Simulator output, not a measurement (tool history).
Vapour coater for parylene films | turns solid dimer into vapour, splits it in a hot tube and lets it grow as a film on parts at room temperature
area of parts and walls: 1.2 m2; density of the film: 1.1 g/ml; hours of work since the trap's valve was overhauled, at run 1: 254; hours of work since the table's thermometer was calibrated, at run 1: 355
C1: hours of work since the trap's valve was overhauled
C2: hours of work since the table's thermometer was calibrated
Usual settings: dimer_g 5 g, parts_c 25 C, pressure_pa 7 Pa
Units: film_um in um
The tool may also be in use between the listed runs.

run 1 hour=0 | dimer_g=5 parts_c=25 pressure_pa=7 | C1=254 C2=355 | film_um=2.08
run 2 hour=34.5 | dimer_g=5 parts_c=25 pressure_pa=7 | C1=284 C2=385 | film_um=2.09
run 3 hour=89.1 | dimer_g=5 parts_c=25 pressure_pa=7 | C1=333 C2=433 | film_um=2.03
run 4 hour=171.8 | dimer_g=5 parts_c=25 pressure_pa=7 | C1=406 C2=506 | film_um=2.05
run 5 hour=238 | dimer_g=5 parts_c=25 pressure_pa=7 | C1=464 C2=565 | film_um=2.03
run 6 hour=315.2 | dimer_g=5 parts_c=25 pressure_pa=7 | C1=532 C2=633 | film_um=1.99
run 7 hour=367.6 | dimer_g=5 parts_c=25 pressure_pa=7 | C1=579 C2=679 | film_um=1.97
run 8 hour=409 | dimer_g=5 parts_c=23 pressure_pa=7 | C1=615 C2=716 | film_um=2.1
-- hour=424.4 trap's valve overhauled
run 9 hour=457.4 | dimer_g=5 parts_c=25 pressure_pa=7 | C1=29 C2=755 | film_um=2.18
run 10 hour=510.4 | dimer_g=5 parts_c=25 pressure_pa=8.22 | C1=76 C2=802 | film_um=2.04
run 11 hour=593.3 | dimer_g=5 parts_c=25 pressure_pa=8.22 | C1=149 C2=875 | film_um=2.06
run 12 hour=659.8 | dimer_g=5 parts_c=25 pressure_pa=8.22 | C1=208 C2=934 | film_um=2.05
run 13 hour=718.4 | dimer_g=2 parts_c=24 pressure_pa=3.7 | C1=260 C2=985 | film_um=1.01
run 14 hour=785.8 | dimer_g=5 parts_c=23 pressure_pa=10.31 | C1=319 C2=1045 | film_um=2.04
run 15 hour=869.1 | dimer_g=5 parts_c=23 pressure_pa=10.31 | C1=393 C2=1119 | film_um=1.98
-- hour=875 table's thermometer calibrated
run 16 hour=935.2 | dimer_g=5 parts_c=23 pressure_pa=10.31 | C1=450 C2=53 | film_um=2.04
run 17 hour=992 | dimer_g=2 parts_c=25 pressure_pa=7.27 | C1=500 C2=103 | film_um=0.78
run 18 hour=1059.3 | dimer_g=2 parts_c=24 pressure_pa=7 | C1=560 C2=163 | film_um=0.86
run 19 hour=1112.4 | dimer_g=3 parts_c=19 pressure_pa=5.87 | C1=607 C2=210 | film_um=1.56
-- hour=1136.1 trap's valve overhauled
run 20 hour=1188.1 | dimer_g=5 parts_c=25 pressure_pa=2.16 | C1=46 C2=273 | film_um=2.89
run 21 hour=1239.3 | dimer_g=3 parts_c=25 pressure_pa=7 | C1=91 C2=318 | film_um=1.3

4 ways to go on from here, each from the tool as it stands after run 21. What would each give?
run A hour=1320.6 | dimer_g=7 parts_c=24 pressure_pa=2.21 | C1=163 C2=390 | film_um=?
run B hour=1320.6 | dimer_g=3 parts_c=18 pressure_pa=5.55 | C1=163 C2=390 | film_um=?
run C hour=1320.6 | dimer_g=5 parts_c=25 pressure_pa=3 | C1=163 C2=390 | film_um=?
run D hour=1320.6 | dimer_g=5 parts_c=23 pressure_pa=6.21 | C1=163 C2=390 | film_um=?

run=A film_um=4.15
run=B film_um=1.83
run=C film_um=2.65
run=D film_um=2.45
Without the tool's hidden state the same runs would have given:
run=A film_um=4.17
run=B film_um=1.84
run=C film_um=2.67
run=D film_um=2.47
